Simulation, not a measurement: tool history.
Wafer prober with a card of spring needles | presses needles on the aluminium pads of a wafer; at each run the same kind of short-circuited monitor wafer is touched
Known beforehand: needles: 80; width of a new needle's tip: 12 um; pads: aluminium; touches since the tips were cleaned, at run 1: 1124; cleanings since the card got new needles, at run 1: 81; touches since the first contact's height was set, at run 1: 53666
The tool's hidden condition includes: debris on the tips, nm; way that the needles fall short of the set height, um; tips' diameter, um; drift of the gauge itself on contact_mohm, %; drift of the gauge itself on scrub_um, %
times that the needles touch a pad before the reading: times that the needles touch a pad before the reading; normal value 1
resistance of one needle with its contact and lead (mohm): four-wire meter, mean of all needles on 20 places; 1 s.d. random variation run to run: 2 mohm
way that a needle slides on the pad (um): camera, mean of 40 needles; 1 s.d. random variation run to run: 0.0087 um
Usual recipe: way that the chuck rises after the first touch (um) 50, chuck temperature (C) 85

run,day,way that the chuck rises after the first touch (um),chuck temperature (C),times that the needles touch a pad before the reading,touches since the tips were cleaned,cleanings since the card got new needles,touches since the first contact's height was set,resistance of one needle with its contact and lead (mohm),way that a needle slides on the pad (um)
1,0,50,85,1,1124,81,53666,222,11.878
# day 1.446: tips cleaned on abrasive film
2,2.692,50,85,1,6957,82,68659,221,11.872
# day 3.196: tips cleaned on abrasive film
# day 4.962: tips cleaned on abrasive film
3,6.204,50,85,1,6947,84,88225,219,11.885
# day 6.575: tips cleaned on abrasive film
# day 8.188: tips cleaned on abrasive film
# day 8.2: height of the first contact set anew
4,9.162,50,85,1,5361,86,5361,219,11.866
# day 10.033: tips cleaned on abrasive film
# day 11.633: tips cleaned on abrasive film
5,12.35,50,85,1,4015,88,23109,219,11.86
# day 13.275: tips cleaned on abrasive film
# day 15.008: tips cleaned on abrasive film
6,15.692,50,85,1,3810,90,41693,222,11.861
# day 16.742: tips cleaned on abrasive film
7,18.15,50,85,1,7855,91,55395,221,11.861
# day 18.479: tips cleaned on abrasive film
# day 20.325: tips cleaned on abrasive film
8,21.879,50,85,1,8683,93,76154,220,11.87
# day 22.221: tips cleaned on abrasive film
# day 23.854: tips cleaned on abrasive film
9,24.558,50,85,1,3925,95,91058,221,11.87
# day 25.45: tips cleaned on abrasive film
# day 26.2: height of the first contact set anew
# day 27.142: tips cleaned on abrasive film
10,27.142,50,85,1,0,97,5223,221,11.878
# day 28.846: tips cleaned on abrasive film
# day 30.6: tips cleaned on abrasive film
11,30.6,50,85,1,0,99,24487,217,11.866
# day 32.317: tips cleaned on abrasive film
12,32.812,50,85,1,2768,100,36811,215,11.855
# day 34.121: tips cleaned on abrasive film
# day 35.946: tips cleaned on abrasive film
13,36.533,50,85,1,3290,102,57526,221,11.875
# day 37.75: tips cleaned on abrasive film
# day 39.517: tips cleaned on abrasive film
14,39.762,50,85,1,1382,104,75494,222,11.88
# day 41.196: tips cleaned on abrasive film
15,42.55,50,85,1,7559,105,91031,221,11.867
# day 42.883: tips cleaned on abrasive film
# day 44.333: height of the first contact set anew
# day 44.512: tips cleaned on abrasive film
16,45.354,50,59,1,4696,107,5673,212,11.865
# day 46.146: tips cleaned on abrasive film
# day 47.892: tips cleaned on abrasive film
17,49.138,40,59,1,6952,109,26745,219,9.495
# day 49.662: tips cleaned on abrasive film
# day 51.242: tips cleaned on abrasive film
18,51.704,67,121,1,2586,111,41023,229,15.909
# day 52.888: tips cleaned on abrasive film
# day 54.667: tips cleaned on abrasive film
19,54.833,50,85,2,925,113,58430,215,11.885
# day 56.383: tips cleaned on abrasive film
20,57.167,47,42,1,4360,114,71415,210,11.167
# day 58.012: tips cleaned on abrasive film
# day 59.804: tips cleaned on abrasive film
21,60.75,41,40,1,5291,116,91376,211,9.745
# day 61.558: tips cleaned on abrasive film
# day 62.208: height of the first contact set anew
22,62.833,41,40,1,7046,117,3478,213,9.748
# day 63.375: tips cleaned on abrasive film
# day 64.983: tips cleaned on abrasive film
23,65.117,41,40,1,759,119,16174,213,9.727
# day 66.604: tips cleaned on abrasive film
24,67.2,41,40,1,3345,120,27780,212,9.735
# day 68.421: tips cleaned on abrasive film
# day 70.146: tips cleaned on abrasive film
25,70.821,53,40,2,3776,122,47934,205,12.589
# day 71.988: tips cleaned on abrasive film
26,73.425,53,43,2,8028,123,62444,209,12.595
# day 73.621: tips cleaned on abrasive film
# day 75.338: tips cleaned on abrasive film
# day 77.125: tips cleaned on abrasive film
27,77.167,35,90,1,221,126,83240,230,8.319
# day 78.858: tips cleaned on abrasive film
28,79.8,35,90,1,5255,127,97922,229,8.328
# day 80.067: height of the first contact set anew
# day 80.496: tips cleaned on abrasive film
# day 82.079: tips cleaned on abrasive film
29,82.462,35,90,1,2155,129,13322,227,8.307
# day 83.867: tips cleaned on abrasive film
30,85.288,31,41,2,7944,130,29068,217,7.366
# day 85.554: tips cleaned on abrasive film
# day 87.196: tips cleaned on abrasive film
31,88.467,48,35,3,7105,132,46759,209,11.396

Hidden condition of the tool, last listed run before each entry between runs versus first listed run after:
Between runs 1 and 2: tips cleaned on abrasive film (day 1.446)
  debris on the tips, nm: 0.1 -> 0.4
Between runs 2 and 3: tips cleaned on abrasive film (day 3.196); tips cleaned on abrasive film (day 4.962)
  nothing in the hidden state changes from one run to the other
Between runs 3 and 4: tips cleaned on abrasive film (day 6.575); tips cleaned on abrasive film (day 8.188); height of the first contact set anew (day 8.2)
  nothing in the hidden state changes from one run to the other
Between runs 4 and 5: tips cleaned on abrasive film (day 10.033); tips cleaned on abrasive film (day 11.633)
  debris on the tips, nm: 0.4 -> 0.3
Between runs 5 and 6: tips cleaned on abrasive film (day 13.275); tips cleaned on abrasive film (day 15.008)
  nothing in the hidden state changes from one run to the other
Between runs 6 and 7: tips cleaned on abrasive film (day 16.742)
  debris on the tips, nm: 0.3 -> 0.4
Between runs 7 and 8: tips cleaned on abrasive film (day 18.479); tips cleaned on abrasive film (day 20.325)
  nothing in the hidden state changes from one run to the other
Between runs 8 and 9: tips cleaned on abrasive film (day 22.221); tips cleaned on abrasive film (day 23.854)
  debris on the tips, nm: 0.4 -> 0.3
Between runs 9 and 10: tips cleaned on abrasive film (day 25.45); height of the first contact set anew (day 26.2); tips cleaned on abrasive film (day 27.142)
  debris on the tips, nm: 0.3 -> 0
Between runs 10 and 11: tips cleaned on abrasive film (day 28.846); tips cleaned on abrasive film (day 30.6)
  nothing in the hidden state changes from one run to the other
Between runs 11 and 12: tips cleaned on abrasive film (day 32.317)
  debris on the tips, nm: 0 -> 0.3
Between runs 12 and 13: tips cleaned on abrasive film (day 34.121); tips cleaned on abrasive film (day 35.946)
  nothing in the hidden state changes from one run to the other
Between runs 13 and 14: tips cleaned on abrasive film (day 37.75); tips cleaned on abrasive film (day 39.517)
  debris on the tips, nm: 0.3 -> 0.1
Between runs 14 and 15: tips cleaned on abrasive film (day 41.196)
  debris on the tips, nm: 0.1 -> 0.4
Between runs 15 and 16: tips cleaned on abrasive film (day 42.883); height of the first contact set anew (day 44.333); tips cleaned on abrasive film (day 44.512)
  debris on the tips, nm: 0.4 -> 0.3
Between runs 16 and 17: tips cleaned on abrasive film (day 46.146); tips cleaned on abrasive film (day 47.892)
  debris on the tips, nm: 0.3 -> 0.4
Between runs 17 and 18: tips cleaned on abrasive film (day 49.662); tips cleaned on abrasive film (day 51.242)
  debris on the tips, nm: 0.4 -> 0.2
Between runs 18 and 19: tips cleaned on abrasive film (day 52.888); tips cleaned on abrasive film (day 54.667)
  debris on the tips, nm: 0.2 -> 0.1
Between runs 19 and 20: tips cleaned on abrasive film (day 56.383)
  debris on the tips, nm: 0.1 -> 0.3
Between runs 20 and 21: tips cleaned on abrasive film (day 58.012); tips cleaned on abrasive film (day 59.804)
  nothing in the hidden state changes from one run to the other
Between runs 21 and 22: tips cleaned on abrasive film (day 61.558); height of the first contact set anew (day 62.208)
  debris on the tips, nm: 0.3 -> 0.4
Between runs 22 and 23: tips cleaned on abrasive film (day 63.375); tips cleaned on abrasive film (day 64.983)
  debris on the tips, nm: 0.4 -> 0.1
Between runs 23 and 24: tips cleaned on abrasive film (day 66.604)
  debris on the tips, nm: 0.1 -> 0.3
Between runs 24 and 25: tips cleaned on abrasive film (day 68.421); tips cleaned on abrasive film (day 70.146)
  nothing in the hidden state changes from one run to the other
Between runs 25 and 26: tips cleaned on abrasive film (day 71.988)
  debris on the tips, nm: 0.3 -> 0.4
Between runs 26 and 27: tips cleaned on abrasive film (day 73.621); tips cleaned on abrasive film (day 75.338); tips cleaned on abrasive film (day 77.125)
  debris on the tips, nm: 0.4 -> 0.1
Between runs 27 and 28: tips cleaned on abrasive film (day 78.858)
  debris on the tips, nm: 0.1 -> 0.4
Between runs 28 and 29: height of the first contact set anew (day 80.067); tips cleaned on abrasive film (day 80.496); tips cleaned on abrasive film (day 82.079)
  debris on the tips, nm: 0.4 -> 0.2
Between runs 29 and 30: tips cleaned on abrasive film (day 83.867)
  debris on the tips, nm: 0.2 -> 0.4
Between runs 30 and 31: tips cleaned on abrasive film (day 85.554); tips cleaned on abrasive film (day 87.196)
  nothing in the hidden state changes from one run to the other
